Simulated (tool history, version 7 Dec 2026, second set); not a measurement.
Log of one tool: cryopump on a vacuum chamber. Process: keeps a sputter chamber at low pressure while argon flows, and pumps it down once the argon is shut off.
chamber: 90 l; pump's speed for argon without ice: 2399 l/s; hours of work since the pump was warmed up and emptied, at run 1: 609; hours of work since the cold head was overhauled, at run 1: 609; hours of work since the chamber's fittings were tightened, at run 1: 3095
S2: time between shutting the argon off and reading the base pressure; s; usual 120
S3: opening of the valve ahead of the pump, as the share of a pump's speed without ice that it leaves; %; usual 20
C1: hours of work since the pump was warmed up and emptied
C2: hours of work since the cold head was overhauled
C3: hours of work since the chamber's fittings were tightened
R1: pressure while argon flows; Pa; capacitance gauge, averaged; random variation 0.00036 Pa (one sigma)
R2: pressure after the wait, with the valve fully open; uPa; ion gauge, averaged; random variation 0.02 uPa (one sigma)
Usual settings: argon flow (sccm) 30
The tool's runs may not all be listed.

{"run": 1, "hour": 0.0, "argon flow (sccm)": 30, "S2": 120, "S3": 20, "C1": 609, "C2": 609, "C3": 3095, "R1": 0.1081, "R2": 1.58}
{"run": 2, "hour": 22.6, "argon flow (sccm)": 35, "S2": 120, "S3": 20, "C1": 626, "C2": 626, "C3": 3111, "R1": 0.1262, "R2": 1.56}
{"run": 3, "hour": 38.3, "argon flow (sccm)": 35, "S2": 108, "S3": 20, "C1": 637, "C2": 637, "C3": 3123, "R1": 0.1254, "R2": 1.64}
{"run": 4, "hour": 69.1, "argon flow (sccm)": 30, "S2": 120, "S3": 20, "C1": 659, "C2": 659, "C3": 3145, "R1": 0.1074, "R2": 1.65}
{"run": 5, "hour": 93.3, "argon flow (sccm)": 15, "S2": 120, "S3": 20, "C1": 676, "C2": 676, "C3": 3162, "R1": 0.054, "R2": 1.6}
{"run": 6, "hour": 119.4, "argon flow (sccm)": 15, "S2": 120, "S3": 20, "C1": 695, "C2": 695, "C3": 3181, "R1": 0.0536, "R2": 1.6}
{"run": 7, "hour": 144.9, "argon flow (sccm)": 15, "S2": 120, "S3": 20, "C1": 714, "C2": 714, "C3": 3199, "R1": 0.0542, "R2": 1.67}
{"run": 8, "hour": 158.5, "argon flow (sccm)": 15, "S2": 120, "S3": 20, "C1": 723, "C2": 723, "C3": 3209, "R1": 0.054, "R2": 1.68}
{"run": 9, "hour": 190.1, "argon flow (sccm)": 30, "S2": 120, "S3": 20, "C1": 746, "C2": 746, "C3": 3232, "R1": 0.1089, "R2": 1.7}
{"run": 10, "hour": 212.2, "argon flow (sccm)": 31, "S2": 134, "S3": 20, "C1": 762, "C2": 762, "C3": 3248, "R1": 0.1124, "R2": 1.71}
{"run": 11, "hour": 234.4, "argon flow (sccm)": 32, "S2": 39, "S3": 20, "C1": 778, "C2": 778, "C3": 3264, "R1": 0.1151, "R2": 1.99}
{"run": 12, "hour": 261.8, "argon flow (sccm)": 33, "S2": 47, "S3": 50, "C1": 798, "C2": 798, "C3": 3284, "R1": 0.0496, "R2": 1.98}
{"run": 13, "hour": 291.1, "argon flow (sccm)": 30, "S2": 121, "S3": 24, "C1": 819, "C2": 819, "C3": 3305, "R1": 0.0913, "R2": 1.72}
{"run": 14, "hour": 318.5, "argon flow (sccm)": 30, "S2": 27, "S3": 21, "C1": 839, "C2": 839, "C3": 3324, "R1": 0.1036, "R2": 2.21}
{"run": 15, "hour": 334.6, "argon flow (sccm)": 42, "S2": 27, "S3": 44, "C1": 850, "C2": 850, "C3": 3336, "R1": 0.0715, "R2": 2.25}

The next listed run, before its measurement:
{"run": 16, "hour": 361.2, "argon flow (sccm)": 24, "S2": 201, "S3": 24, "C1": 869, "C2": 869, "C3": 3355, "R1": "?", "R2": "?"}

Run 16 gave R1 0.0727 Pa, R2 1.69 uPa.
Without the tool's hidden state the same run would have given R1 0.0703 Pa, R2 0.2 uPa.
